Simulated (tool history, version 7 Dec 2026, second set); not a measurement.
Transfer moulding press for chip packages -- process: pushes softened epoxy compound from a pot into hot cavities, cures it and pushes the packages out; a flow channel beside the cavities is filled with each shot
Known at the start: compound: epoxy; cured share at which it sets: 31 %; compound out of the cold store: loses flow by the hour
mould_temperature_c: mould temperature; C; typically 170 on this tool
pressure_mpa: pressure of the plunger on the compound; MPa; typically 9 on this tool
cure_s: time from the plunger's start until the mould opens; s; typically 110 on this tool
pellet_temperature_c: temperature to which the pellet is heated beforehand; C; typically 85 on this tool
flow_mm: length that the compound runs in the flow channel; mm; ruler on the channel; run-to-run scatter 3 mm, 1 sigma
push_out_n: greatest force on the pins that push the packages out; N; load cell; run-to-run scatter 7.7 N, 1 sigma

run,hour,mould_temperature_c,pressure_mpa,cure_s,pellet_temperature_c,incoming compound's hours out of the cold store,flow_mm,push_out_n
1,0,170,9,110,85,22.7,754,362
# hour 38: cavities cleaned with cleaning compound and waxed
2,49.9,170,9,110,85,36.5,695,312
3,91.8,170,9,110,85,34.9,706,331
4,120.6,170,9,110,85,46.4,657,334
# hour 169.9: mould's thermocouples calibrated
5,175.8,170,9,110,81,33,708,349
# hour 192: cavities cleaned with cleaning compound and waxed
6,204.8,170,9,110,81,36.9,695,329
7,244.9,170,9,110,81,12,812,339
# hour 287.7: plunger's sealing rings changed
8,287.7,170,9,110,81,18.5,770,348
9,342.1,170,9,110,81,43.2,671,328
# hour 347.4: cavities cleaned with cleaning compound and waxed
10,389.2,170,9,110,81,35.2,700,339
11,421.3,170,9,110,77,40.9,682,338
12,475.4,170,9,110,77,30,726,350
# hour 498: cavities cleaned with cleaning compound and waxed
13,505.3,170,9,110,77,12,807,368
14,560.5,170,9,110,77,20,773,358

Run 15 is up next; what results do you expect?
15,603.6,170,9,110,77,22.8,?,?

flow_mm: 758 mm
push_out_n: 351 N
The same run, on a tool lacking any hidden state, would have yielded flow_mm 759 mm, push_out_n 345 N.
